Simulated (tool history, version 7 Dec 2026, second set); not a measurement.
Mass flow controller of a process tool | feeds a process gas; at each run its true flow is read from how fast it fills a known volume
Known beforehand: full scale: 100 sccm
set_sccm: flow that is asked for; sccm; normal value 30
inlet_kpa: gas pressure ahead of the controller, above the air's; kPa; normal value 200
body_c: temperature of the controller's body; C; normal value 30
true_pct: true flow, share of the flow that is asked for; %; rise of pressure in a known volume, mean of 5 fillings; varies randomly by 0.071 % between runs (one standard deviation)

| run | hour | set_sccm | inlet_kpa | body_c | true_pct |
|---|---|---|---|---|---|
| 1 | 0.0 | 30 | 200 | 30 | 99.55 |
| 2 | 331.9 | 30 | 200 | 30 | 99.52 |
| 3 | 713.4 | 30 | 200 | 30 | 99.61 |
| 4 | 969.5 | 30 | 200 | 20 | 98.42 |
| 5 | 1380.0 | 30 | 200 | 20 | 98.21 |
| 6 | 1739.2 | 30 | 200 | 20 | 98.29 |
| 7 | 2001.3 | 30 | 200 | 30 | 99.16 |
| 8 | 2369.6 | 30 | 200 | 30 | 99.19 |
| 9 | 2631.8 | 30 | 200 | 30 | 98.95 |
| 10 | 2820.8 | 30 | 200 | 30 | 99.07 |
| 11 | 3120.4 | 73 | 174 | 20 | 98.44 |
| 12 | 3340.3 | 18 | 216 | 31 | 98.69 |
| 13 | 3573.2 | 30 | 200 | 35 | 99.47 |
| 14 | 3930.3 | 30 | 149 | 30 | 98.92 |
| 15 | 4183.1 | 21 | 221 | 38 | 99.52 |
| 16 | 4392.1 | 30 | 177 | 22 | 98.03 |
| 17 | 4736.8 | 30 | 177 | 22 | 97.87 |
| 18 | 4998.0 | 30 | 196 | 38 | 99.35 |
| 19 | 5301.8 | 15 | 246 | 20 | 96.92 |
| 20 | 5537.5 | 15 | 246 | 20 | 96.93 |

Run by run, hidden condition taken away, random variation retained:
Hidden state at play: flow at rest that the sensor doesn't see, % of full scale; true flow over the shown one, %; drift of the gauge itself on true_pct, %.
| run | true_pct |
|---|---|
| 1 | 99.53 |
| 2 | 99.58 |
| 3 | 99.76 |
| 4 | 98.61 |
| 5 | 98.50 |
| 6 | 98.66 |
| 7 | 99.59 |
| 8 | 99.71 |
| 9 | 99.53 |
| 10 | 99.68 |
| 11 | 99.10 |
| 12 | 99.44 |
| 13 | 100.26 |
| 14 | 99.78 |
| 15 | 100.46 |
| 16 | 98.99 |
| 17 | 98.90 |
| 18 | 100.46 |
| 19 | 98.10 |
| 20 | 98.16 |
